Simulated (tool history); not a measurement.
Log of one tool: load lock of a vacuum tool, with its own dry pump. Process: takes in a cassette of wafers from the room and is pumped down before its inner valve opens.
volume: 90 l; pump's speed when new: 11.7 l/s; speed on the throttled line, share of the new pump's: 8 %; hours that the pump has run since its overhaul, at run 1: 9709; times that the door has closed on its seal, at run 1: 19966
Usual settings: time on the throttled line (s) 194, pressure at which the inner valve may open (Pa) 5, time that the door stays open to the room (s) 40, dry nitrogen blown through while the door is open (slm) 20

run,day,time on the throttled line (s),pressure at which the inner valve may open (Pa),time that the door stays open to the room (s),dry nitrogen blown through while the door is open (slm),hours that the pump has run since its overhaul,times that the door has closed on its seal,"incoming humidity of the room's air, %",time from the closed door until the inner valve may open (s),rise of the pressure with all valves shut (Pa/min)
1,0,194,5,40,20,9709,19966,41.2,259.4,0.221
2,13.383,194,5,40,20,10030,21076,47.6,260.9,0.237
# day 17.1: door's seal changed, seat wiped
3,27.746,194,5,40,20,10373,882,42.2,259.8,0.031
4,42.296,197,5,40,20,10722,2088,48.1,261.2,0.038
5,56.896,194,5,40,8,11073,3299,45.9,262.4,0.051
6,64.796,194,5,40,8,11262,3954,45.5,259.7,0.054
7,73.708,194,5,40,33,11476,4692,44.4,261,0.04
8,82.667,197,5,40,20,11691,5435,49.1,262.2,0.055
9,94.812,197,5,40,20,11983,6442,41.4,264.2,0.059
10,104.3,197,5,141,20,12210,7228,46.9,264.5,0.095
11,118.725,194,5,40,20,12557,8424,45.2,261.3,0.074
12,128.662,194,5,40,20,12795,9248,43.6,260.8,0.078
13,135.879,194,5,40,20,12968,9846,43.6,261.3,0.083
14,147.017,194,5,27,20,13236,10770,44,262.4,0.09
15,154.5,194,5,27,20,13415,11390,46.5,262.7,0.102
16,169.404,194,9,27,9,13773,12625,45.4,256.2,0.117
17,180.362,194,9,27,9,14036,13534,47,257.5,0.129
18,192.104,194,9,27,9,14318,14507,42.7,257,0.132
19,200.129,194,9,27,9,14510,15172,44.1,256.9,0.135
20,213.275,194,6,25,9,14826,16262,46.2,262.7,0.156
21,222.288,165,6,26,16,15042,17009,49.3,235.7,0.16
22,236.929,145,6,72,9,15394,18223,43.7,216.4,0.199
23,250.45,171,6,72,15,15718,19344,43.6,241,0.202
24,261.238,194,5,119,20,15977,20238,43.1,261.5,0.232
25,274.662,279,6,33,20,16299,21351,47.2,338,0.226
# day 276.004: door's seal changed, seat wiped
26,281.904,190,8,40,20,16471,489,44.2,256.1,0.033
27,289.133,240,4,40,20,16645,1089,46.2,307.6,0.032
28,296.783,142,5,47,20,16829,1723,44.2,215.2,0.041
29,310.883,219,9,33,20,17167,2892,45.6,282.3,0.04

4 ways to go on from here, each from the tool as it stands after run 29. What would each give?
A,320.317,120,8,33,27,17393,3674,44.6,?,?
B,320.317,239,5,40,20,17393,3674,45.8,?,?
C,320.317,276,8,33,20,17393,3674,46.3,?,?
D,320.317,276,9,33,20,17393,3674,45.5,?,?

run,time from the closed door until the inner valve may open (s),rise of the pressure with all valves shut (Pa/min)
A,193.5,0.034
B,304,0.046
C,333.9,0.041
D,333.2,0.041
Without the tool's hidden state the same runs would have given:
run,time from the closed door until the inner valve may open (s),rise of the pressure with all valves shut (Pa/min)
A,183.8,0.02
B,295.1,0.032
C,326.2,0.027
D,325.5,0.026

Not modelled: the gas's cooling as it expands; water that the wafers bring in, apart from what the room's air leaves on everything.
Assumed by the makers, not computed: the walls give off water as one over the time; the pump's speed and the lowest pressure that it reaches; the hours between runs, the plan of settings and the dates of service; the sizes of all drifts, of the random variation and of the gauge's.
